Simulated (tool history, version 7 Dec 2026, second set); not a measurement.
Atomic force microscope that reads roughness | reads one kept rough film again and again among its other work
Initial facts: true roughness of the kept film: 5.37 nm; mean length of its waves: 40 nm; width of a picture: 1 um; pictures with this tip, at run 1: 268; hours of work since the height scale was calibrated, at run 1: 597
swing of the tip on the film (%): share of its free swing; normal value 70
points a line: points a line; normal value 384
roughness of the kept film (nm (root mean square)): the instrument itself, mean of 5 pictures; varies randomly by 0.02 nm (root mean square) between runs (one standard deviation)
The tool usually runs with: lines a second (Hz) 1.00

run    hour  lines a second (Hz)  swing of the tip on the film (%)  points a line  pictures with this tip  hours of work since the height scale was calibrated  roughness of the kept film (nm (root mean square))
  1     0.0                 1.00                                70            384                     268                                                  597                                               4.577
       52.4  -- new tip fitted
  2    58.5                 1.00                                75            384                      13                                                  641                                               4.915
  3   132.2                 1.00                                75            384                     170                                                  697                                               4.695
  4   210.3                 1.00                                75            384                     336                                                  756                                               4.504
      234.7  -- new tip fitted
  5   269.7                 1.00                                75            384                      75                                                  801                                               4.804
  6   344.6                 1.00                                75            384                     234                                                  857                                               4.584
      412.9  -- new tip fitted
  7   412.9                 1.00                                75            384                       0                                                  909                                               4.957
  8   489.1                 1.00                                75            384                     162                                                  966                                               4.756
  9   522.1                 1.00                                70            384                     232                                                  991                                               4.694
 10   565.5                 1.00                                70            384                     324                                                 1024                                               4.576
      592.9  -- new tip fitted
 11   616.7                 1.00                                70            384                      51                                                 1063                                               4.909
 12   660.5                 2.28                                68            861                     144                                                 1096                                               4.700
 13   720.6                 1.48                                68            690                     271                                                 1141                                               4.624
      771.8  -- new tip fitted
 14   771.8                 0.72                                80            367                       0                                                 1180                                               4.933
 15   812.8                 1.18                                81            374                      87                                                 1211                                               4.764
 16   868.8                 1.14                                90            932                     206                                                 1253                                               4.530
 17   946.2                 3.72                                57            640                     370                                                 1312                                               4.513
      952.3  -- new tip fitted
 18  1019.7                 1.00                                57            640                     144                                                 1367                                               4.876
 19  1089.5                 2.51                                70            384                     292                                                 1420                                               4.503
     1132.3  -- new tip fitted
 20  1136.7                 2.51                                70            384                       9                                                 1455                                               4.845
 21  1209.8                 1.15                                79            985                     164                                                 1511                                               4.739
 22  1287.6                 3.09                                57            366                     329                                                 1570                                               4.598

Predict each of these 4 candidate next runs independently; none follows another, all start after run 22:
     1314.2  -- new tip fitted
  A  1356.4                 2.71                                65            642                      90                                                 1621                                                   ?
     1314.2  -- new tip fitted
  B  1356.4                 2.93                                57            366                      90                                                 1621                                                   ?
     1314.2  -- new tip fitted
  C  1356.4                 1.00                                70            915                      90                                                 1621                                                   ?
     1314.2  -- new tip fitted
  D  1356.4                 1.00                                70            565                      90                                                 1621                                                   ?

run  roughness of the kept film (nm (root mean square))
  A                                               4.782
  B                                               4.816
  C                                               4.921
  D                                               4.886
Without the tool's hidden state the same runs would have given:
run  roughness of the kept film (nm (root mean square))
  A                                               4.843
  B                                               4.877
  C                                               4.984
  D                                               4.948
